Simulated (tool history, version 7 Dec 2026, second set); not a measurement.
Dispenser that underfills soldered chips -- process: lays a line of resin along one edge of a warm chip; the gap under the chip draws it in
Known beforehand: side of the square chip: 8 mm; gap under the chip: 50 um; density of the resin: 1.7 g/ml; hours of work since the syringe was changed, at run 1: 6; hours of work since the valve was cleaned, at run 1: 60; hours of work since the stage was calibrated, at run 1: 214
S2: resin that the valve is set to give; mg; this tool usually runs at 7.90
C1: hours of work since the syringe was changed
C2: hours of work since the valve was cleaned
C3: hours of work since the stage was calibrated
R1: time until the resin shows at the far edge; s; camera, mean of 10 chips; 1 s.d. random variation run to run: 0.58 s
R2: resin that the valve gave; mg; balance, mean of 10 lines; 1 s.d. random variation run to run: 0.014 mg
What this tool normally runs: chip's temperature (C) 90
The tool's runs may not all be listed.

{"run": 1, "day": 0.0, "chip's temperature (C)": 90, "S2": 7.9, "C1": 6, "C2": 60, "C3": 214, "R1": 71.2, "R2": 7.69}
{"day": 0.212, "done": "new syringe of resin"}
{"run": 2, "day": 0.238, "chip's temperature (C)": 103, "S2": 7.9, "C1": 0, "C2": 64, "C3": 218, "R1": 28.7, "R2": 7.68}
{"run": 3, "day": 0.562, "chip's temperature (C)": 98, "S2": 7.9, "C1": 6, "C2": 70, "C3": 224, "R1": 49.4, "R2": 7.67}
{"day": 0.783, "done": "new syringe of resin"}
{"run": 4, "day": 0.846, "chip's temperature (C)": 90, "S2": 7.9, "C1": 1, "C2": 75, "C3": 229, "R1": 52.6, "R2": 7.62}
{"day": 0.958, "done": "dispensing valve cleaned and set on the balance"}
{"run": 5, "day": 1.112, "chip's temperature (C)": 90, "S2": 7.9, "C1": 5, "C2": 3, "C3": 233, "R1": 65.3, "R2": 7.86}
{"run": 6, "day": 1.279, "chip's temperature (C)": 90, "S2": 7.9, "C1": 8, "C2": 6, "C3": 236, "R1": 76.3, "R2": 7.88}
{"day": 1.388, "done": "new syringe of resin"}
{"run": 7, "day": 1.529, "chip's temperature (C)": 100, "S2": 7.9, "C1": 2, "C2": 10, "C3": 241, "R1": 35.1, "R2": 7.88}
{"run": 8, "day": 1.804, "chip's temperature (C)": 100, "S2": 7.9, "C1": 8, "C2": 15, "C3": 246, "R1": 46.6, "R2": 7.83}
{"day": 1.954, "done": "new syringe of resin"}
{"run": 9, "day": 2.092, "chip's temperature (C)": 96, "S2": 7.9, "C1": 3, "C2": 20, "C3": 251, "R1": 43.1, "R2": 7.81}
{"run": 10, "day": 2.25, "chip's temperature (C)": 96, "S2": 7.9, "C1": 5, "C2": 23, "C3": 253, "R1": 51.7, "R2": 7.81}
{"run": 11, "day": 2.479, "chip's temperature (C)": 102, "S2": 7.9, "C1": 10, "C2": 27, "C3": 258, "R1": 49.5, "R2": 7.81}
{"day": 2.508, "done": "new syringe of resin"}
{"run": 12, "day": 2.704, "chip's temperature (C)": 102, "S2": 7.9, "C1": 3, "C2": 31, "C3": 261, "R1": 35.7, "R2": 7.77}
{"run": 13, "day": 2.867, "chip's temperature (C)": 102, "S2": 7.9, "C1": 6, "C2": 34, "C3": 264, "R1": 42.0, "R2": 7.75}
{"day": 3.067, "done": "new syringe of resin"}
{"run": 14, "day": 3.204, "chip's temperature (C)": 102, "S2": 7.9, "C1": 3, "C2": 40, "C3": 270, "R1": 32.8, "R2": 7.74}
{"run": 15, "day": 3.404, "chip's temperature (C)": 102, "S2": 7.9, "C1": 6, "C2": 43, "C3": 274, "R1": 39.9, "R2": 7.74}
{"day": 3.629, "done": "new syringe of resin"}
{"run": 16, "day": 3.696, "chip's temperature (C)": 82, "S2": 7.9, "C1": 1, "C2": 48, "C3": 279, "R1": 77.5, "R2": 7.71}

Run 17 has not been measured yet. What should we expect?
{"run": 17, "day": 3.85, "chip's temperature (C)": 83, "S2": 8.87, "C1": 4, "C2": 51, "C3": 282, "R1": "?", "R2": "?"}

Run 17 came out at R1 84.7 s, R2 8.62 mg.
If the tool had no hidden condition, the same run with the same run-to-run variation would have returned R1 68.4 s, R2 8.85 mg.

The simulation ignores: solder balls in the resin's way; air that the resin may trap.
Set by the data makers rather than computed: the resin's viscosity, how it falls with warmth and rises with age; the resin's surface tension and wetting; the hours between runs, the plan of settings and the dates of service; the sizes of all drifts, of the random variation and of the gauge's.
